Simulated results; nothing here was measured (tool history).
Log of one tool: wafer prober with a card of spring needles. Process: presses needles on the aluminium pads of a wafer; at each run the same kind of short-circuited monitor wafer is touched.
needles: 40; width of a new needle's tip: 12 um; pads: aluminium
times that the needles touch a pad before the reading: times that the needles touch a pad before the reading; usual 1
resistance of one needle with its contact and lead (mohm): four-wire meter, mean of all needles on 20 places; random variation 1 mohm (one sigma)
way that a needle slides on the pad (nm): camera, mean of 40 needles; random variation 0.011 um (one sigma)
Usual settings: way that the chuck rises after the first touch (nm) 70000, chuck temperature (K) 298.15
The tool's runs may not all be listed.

run	hour	way that the chuck rises after the first touch (nm)	chuck temperature (K)	times that the needles touch a pad before the reading	resistance of one needle with its contact and lead (mohm)	way that a needle slides on the pad (nm)
1	0.0	70000	298.15	1	176	9840
# hour 7.1: tips cleaned on abrasive film
2	7.7	70000	298.15	1	167	9860
3	14.1	70000	298.15	1	176	9870
# hour 22.8: tips cleaned on abrasive film
4	24.5	70000	298.15	1	169	9850
5	33.9	52000	298.15	1	183	7280
# hour 38.4: tips cleaned on abrasive film
6	45.1	70000	298.15	1	173	9820
# hour 54.5: tips cleaned on abrasive film
7	55.7	71000	298.15	1	171	9960
8	61.1	70000	298.15	1	172	9820
9	67.0	70000	298.15	1	177	9810
# hour 70.2: tips cleaned on abrasive film
# hour 74.0: height of the first contact set anew
10	78.8	70000	307.15	1	174	9950
11	84.7	70000	307.15	1	178	9970
# hour 86.4: tips cleaned on abrasive film
12	90.7	70000	307.15	1	173	9950
13	95.7	70000	307.15	1	177	9950
# hour 102.3: tips cleaned on abrasive film
14	105.5	70000	307.15	2	170	9950
15	111.0	70000	298.15	1	173	9930
# hour 118.0: tips cleaned on abrasive film
16	118.0	70000	298.15	1	170	9940
17	129.1	70000	298.15	1	177	9940
# hour 133.6: tips cleaned on abrasive film
18	137.7	57000	298.15	1	174	8090
# hour 149.2: tips cleaned on abrasive film
19	149.3	57000	298.15	1	171	8070
20	155.5	57000	298.15	1	178	8070
21	161.6	82000	298.15	1	175	11630
# hour 165.4: tips cleaned on abrasive film
22	172.6	82000	298.15	1	172	11610
# hour 181.2: tips cleaned on abrasive film
23	184.3	80000	379.15	2	185	11320
24	196.0	70000	306.15	2	175	9890
# hour 197.2: tips cleaned on abrasive film
25	203.9	70000	306.15	2	174	9870
# hour 212.9: tips cleaned on abrasive film
26	213.6	70000	306.15	2	171	9880
27	225.8	59000	298.15	1	177	8320
# hour 229.3: tips cleaned on abrasive film
28	230.9	73000	362.15	1	182	10270
29	241.2	73000	362.15	1	190	10300
# hour 245.4: tips cleaned on abrasive film
30	248.3	70000	360.15	2	186	9870
31	256.8	52000	298.15	2	177	7310
# hour 260.8: tips cleaned on abrasive film
32	267.8	90000	304.15	3	171	12680
33	275.3	90000	304.15	1	175	12690
# hour 276.9: tips cleaned on abrasive film
34	283.2	84000	298.15	1	173	11840
# hour 292.6: tips cleaned on abrasive film
35	294.8	51000	298.15	1	176	7130

Some steps in resistance of one needle with its contact and lead (mohm) between neighbouring runs. How much of each would the tool show without its hidden state too (settings, what came in, random variation), and how much is left for the hidden state, with any gauge scatter that isn't in both results?
The hidden state here: debris on the tips, nm; way that the needles fall short of the set height, um; tips' diameter, um; drift of the gauge itself on contact_mohm, %; drift of the gauge itself on scrub_um, %.
Run 4 -> 5: way that the chuck rises after the first touch (nm) 70000 -> 52000. resistance of one needle with its contact and lead (mohm) +14: hidden state +10, all else +4.
Run 5 -> 6: way that the chuck rises after the first touch (nm) 52000 -> 70000, tips cleaned on abrasive film. resistance of one needle with its contact and lead (mohm) -10: hidden state -7, all else -3.
Run 22 -> 23: way that the chuck rises after the first touch (nm) 82000 -> 80000, chuck temperature (K) 298.15 -> 379.15, times that the needles touch a pad before the reading 1 -> 2, tips cleaned on abrasive film. resistance of one needle with its contact and lead (mohm) +13: hidden state -3, all else +16.
Run 26 -> 27: way that the chuck rises after the first touch (nm) 70000 -> 59000, chuck temperature (K) 306.15 -> 298.15, times that the needles touch a pad before the reading 2 -> 1. resistance of one needle with its contact and lead (mohm) +6: hidden state +11, all else -5.
Run 27 -> 28: way that the chuck rises after the first touch (nm) 59000 -> 73000, chuck temperature (K) 298.15 -> 362.15, tips cleaned on abrasive film. resistance of one needle with its contact and lead (mohm) +5: hidden state -9, all else +14.
